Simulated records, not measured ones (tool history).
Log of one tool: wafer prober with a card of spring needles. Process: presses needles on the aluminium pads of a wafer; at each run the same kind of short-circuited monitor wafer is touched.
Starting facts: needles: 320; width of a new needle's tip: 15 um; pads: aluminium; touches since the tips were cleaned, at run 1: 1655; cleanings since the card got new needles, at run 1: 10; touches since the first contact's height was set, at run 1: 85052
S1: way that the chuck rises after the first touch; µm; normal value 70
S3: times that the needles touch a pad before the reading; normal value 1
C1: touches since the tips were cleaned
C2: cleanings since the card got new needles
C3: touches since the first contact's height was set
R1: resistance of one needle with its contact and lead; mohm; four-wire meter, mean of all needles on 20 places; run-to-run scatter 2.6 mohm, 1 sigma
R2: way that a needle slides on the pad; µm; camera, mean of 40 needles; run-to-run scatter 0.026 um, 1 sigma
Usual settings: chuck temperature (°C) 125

{"run": 1, "hour": 0.0, "S1": 70, "chuck temperature (°C)": 125, "S3": 1, "C1": 1655, "C2": 10, "C3": 85052, "R1": 368, "R2": 9.9}
{"hour": 17.0, "done": "tips cleaned on abrasive film"}
{"run": 2, "hour": 25.7, "S1": 70, "chuck temperature (°C)": 125, "S3": 1, "C1": 3395, "C2": 11, "C3": 95014, "R1": 435, "R2": 9.86}
{"hour": 36.1, "done": "tips cleaned on abrasive film"}
{"run": 3, "hour": 44.5, "S1": 70, "chuck temperature (°C)": 125, "S3": 1, "C1": 3231, "C2": 12, "C3": 102243, "R1": 412, "R2": 9.86}
{"hour": 57.8, "done": "tips cleaned on abrasive film"}
{"run": 4, "hour": 71.0, "S1": 86, "chuck temperature (°C)": 125, "S3": 1, "C1": 5141, "C2": 13, "C3": 112513, "R1": 389, "R2": 12.12}
{"hour": 74.4, "done": "tips cleaned on abrasive film, once more"}
{"run": 5, "hour": 89.7, "S1": 86, "chuck temperature (°C)": 109, "S3": 1, "C1": 5944, "C2": 14, "C3": 119756, "R1": 387, "R2": 12.11}
{"hour": 95.3, "done": "tips cleaned on abrasive film"}
{"run": 6, "hour": 113.5, "S1": 67, "chuck temperature (°C)": 109, "S3": 1, "C1": 7059, "C2": 15, "C3": 128929, "R1": 446, "R2": 9.35}
{"hour": 115.1, "done": "tips cleaned on abrasive film"}
{"hour": 125.3, "done": "height of the first contact set anew"}
{"run": 7, "hour": 126.8, "S1": 70, "chuck temperature (°C)": 125, "S3": 1, "C1": 4451, "C2": 16, "C3": 588, "R1": 414, "R2": 10.04}
{"hour": 134.6, "done": "tips cleaned on abrasive film"}
{"run": 8, "hour": 144.9, "S1": 79, "chuck temperature (°C)": 125, "S3": 1, "C1": 3999, "C2": 17, "C3": 7584, "R1": 394, "R2": 11.3}
{"hour": 154.3, "done": "tips cleaned on abrasive film"}
{"run": 9, "hour": 163.2, "S1": 79, "chuck temperature (°C)": 125, "S3": 1, "C1": 3472, "C2": 18, "C3": 14633, "R1": 387, "R2": 11.21}
{"hour": 173.6, "done": "tips cleaned on abrasive film"}
{"run": 10, "hour": 187.2, "S1": 79, "chuck temperature (°C)": 28, "S3": 1, "C1": 5283, "C2": 19, "C3": 23917, "R1": 387, "R2": 11.24}
{"hour": 194.0, "done": "tips cleaned on abrasive film"}
{"run": 11, "hour": 207.1, "S1": 79, "chuck temperature (°C)": 28, "S3": 1, "C1": 5085, "C2": 20, "C3": 31605, "R1": 391, "R2": 11.21}
{"hour": 213.6, "done": "tips cleaned on abrasive film"}
{"run": 12, "hour": 229.8, "S1": 79, "chuck temperature (°C)": 28, "S3": 1, "C1": 6292, "C2": 21, "C3": 40391, "R1": 390, "R2": 11.17}
{"hour": 233.8, "done": "tips cleaned on abrasive film"}
{"run": 13, "hour": 249.2, "S1": 79, "chuck temperature (°C)": 28, "S3": 1, "C1": 5977, "C2": 22, "C3": 47885, "R1": 397, "R2": 11.22}
{"hour": 253.4, "done": "tips cleaned on abrasive film"}
{"run": 14, "hour": 271.4, "S1": 79, "chuck temperature (°C)": 28, "S3": 1, "C1": 6989, "C2": 23, "C3": 56487, "R1": 396, "R2": 11.15}
{"hour": 273.1, "done": "tips cleaned on abrasive film"}
{"run": 15, "hour": 286.7, "S1": 79, "chuck temperature (°C)": 28, "S3": 1, "C1": 5266, "C2": 24, "C3": 62374, "R1": 397, "R2": 11.21}
{"hour": 293.1, "done": "tips cleaned on abrasive film"}
{"hour": 312.5, "done": "tips cleaned on abrasive film"}
{"run": 16, "hour": 312.5, "S1": 79, "chuck temperature (°C)": 28, "S3": 1, "C1": 0, "C2": 26, "C3": 72312, "R1": 281, "R2": 11.17}
{"hour": 333.0, "done": "tips cleaned on abrasive film"}
{"run": 17, "hour": 333.0, "S1": 70, "chuck temperature (°C)": 125, "S3": 1, "C1": 0, "C2": 27, "C3": 80264, "R1": 315, "R2": 9.85}
{"hour": 353.3, "done": "tips cleaned on abrasive film"}
{"run": 18, "hour": 359.7, "S1": 70, "chuck temperature (°C)": 125, "S3": 1, "C1": 2481, "C2": 28, "C3": 90592, "R1": 407, "R2": 9.8}
{"hour": 374.3, "done": "tips cleaned on abrasive film"}
{"run": 19, "hour": 375.1, "S1": 70, "chuck temperature (°C)": 125, "S3": 1, "C1": 297, "C2": 29, "C3": 96527, "R1": 326, "R2": 9.81}
{"run": 20, "hour": 389.4, "S1": 51, "chuck temperature (°C)": 93, "S3": 2, "C1": 5859, "C2": 29, "C3": 102089, "R1": 449, "R2": 7.1}
{"hour": 394.2, "done": "tips cleaned on abrasive film"}
{"run": 21, "hour": 405.5, "S1": 51, "chuck temperature (°C)": 93, "S3": 2, "C1": 4407, "C2": 30, "C3": 108304, "R1": 440, "R2": 7.13}
{"hour": 415.2, "done": "tips cleaned on abrasive film"}
{"hour": 435.0, "done": "tips cleaned on abrasive film"}
{"run": 22, "hour": 435.0, "S1": 57, "chuck temperature (°C)": 46, "S3": 1, "C1": 0, "C2": 32, "C3": 119690, "R1": 303, "R2": 7.94}
{"run": 23, "hour": 449.4, "S1": 81, "chuck temperature (°C)": 39, "S3": 2, "C1": 5570, "C2": 32, "C3": 125260, "R1": 343, "R2": 11.35}
{"hour": 455.1, "done": "tips cleaned on abrasive film"}
{"run": 24, "hour": 461.6, "S1": 73, "chuck temperature (°C)": 104, "S3": 2, "C1": 2528, "C2": 33, "C3": 129983, "R1": 358, "R2": 10.22}
{"hour": 470.4, "done": "height of the first contact set anew"}
{"hour": 475.4, "done": "tips cleaned on abrasive film"}
{"run": 25, "hour": 490.4, "S1": 80, "chuck temperature (°C)": 125, "S3": 1, "C1": 5855, "C2": 34, "C3": 7758, "R1": 409, "R2": 11.35}
{"hour": 494.7, "done": "tips cleaned on abrasive film"}
{"run": 26, "hour": 508.6, "S1": 80, "chuck temperature (°C)": 125, "S3": 1, "C1": 5390, "C2": 35, "C3": 14760, "R1": 403, "R2": 11.41}
{"hour": 514.9, "done": "tips cleaned on abrasive film"}
{"hour": 536.2, "done": "tips cleaned on abrasive film"}
{"run": 27, "hour": 537.0, "S1": 65, "chuck temperature (°C)": 97, "S3": 1, "C1": 331, "C2": 37, "C3": 25736, "R1": 331, "R2": 9.24}
{"hour": 556.5, "done": "tips cleaned on abrasive film"}
{"run": 28, "hour": 557.0, "S1": 63, "chuck temperature (°C)": 33, "S3": 1, "C1": 202, "C2": 38, "C3": 33450, "R1": 304, "R2": 8.93}
{"hour": 578.2, "done": "tips cleaned on abrasive film"}
{"run": 29, "hour": 578.8, "S1": 54, "chuck temperature (°C)": 39, "S3": 1, "C1": 246, "C2": 39, "C3": 41887, "R1": 326, "R2": 7.64}
{"hour": 598.2, "done": "tips cleaned on abrasive film"}
{"run": 30, "hour": 598.2, "S1": 58, "chuck temperature (°C)": 52, "S3": 1, "C1": 0, "C2": 40, "C3": 49383, "R1": 295, "R2": 8.18}
{"hour": 618.4, "done": "tips cleaned on abrasive film"}
{"run": 31, "hour": 624.0, "S1": 60, "chuck temperature (°C)": 30, "S3": 2, "C1": 2172, "C2": 41, "C3": 59369, "R1": 364, "R2": 8.45}
{"hour": 637.9, "done": "tips cleaned on abrasive film"}
{"run": 32, "hour": 637.9, "S1": 69, "chuck temperature (°C)": 73, "S3": 2, "C1": 0, "C2": 42, "C3": 64744, "R1": 297, "R2": 9.78}
{"run": 33, "hour": 652.2, "S1": 69, "chuck temperature (°C)": 73, "S3": 2, "C1": 5560, "C2": 42, "C3": 70304, "R1": 380, "R2": 9.77}

Branching from run 33: 3 alternative next runs. What would each branch give?
{"hour": 657.3, "done": "tips cleaned on abrasive film"}
{"hour": 677.5, "done": "tips cleaned on abrasive film"}
{"run": "A", "hour": 677.6, "S1": 53, "chuck temperature (°C)": 49, "S3": 1, "C1": 40, "C2": 44, "C3": 80092, "R1": "?", "R2": "?"}
{"hour": 657.3, "done": "tips cleaned on abrasive film"}
{"hour": 677.5, "done": "tips cleaned on abrasive film"}
{"run": "B", "hour": 677.6, "S1": 54, "chuck temperature (°C)": 46, "S3": 2, "C1": 40, "C2": 44, "C3": 80092, "R1": "?", "R2": "?"}
{"hour": 657.3, "done": "tips cleaned on abrasive film"}
{"hour": 677.5, "done": "tips cleaned on abrasive film"}
{"run": "C", "hour": 677.6, "S1": 70, "chuck temperature (°C)": 125, "S3": 2, "C1": 40, "C2": 44, "C3": 80092, "R1": "?", "R2": "?"}

run=A R1=309 R2=7.41
run=B R1=305 R2=7.59
run=C R1=319 R2=9.86
Take away the tool's hidden state, keep each run's random variation, and the runs would have read:
run=A R1=279 R2=7.53
run=B R1=287 R2=7.71
run=C R1=309 R2=9.98
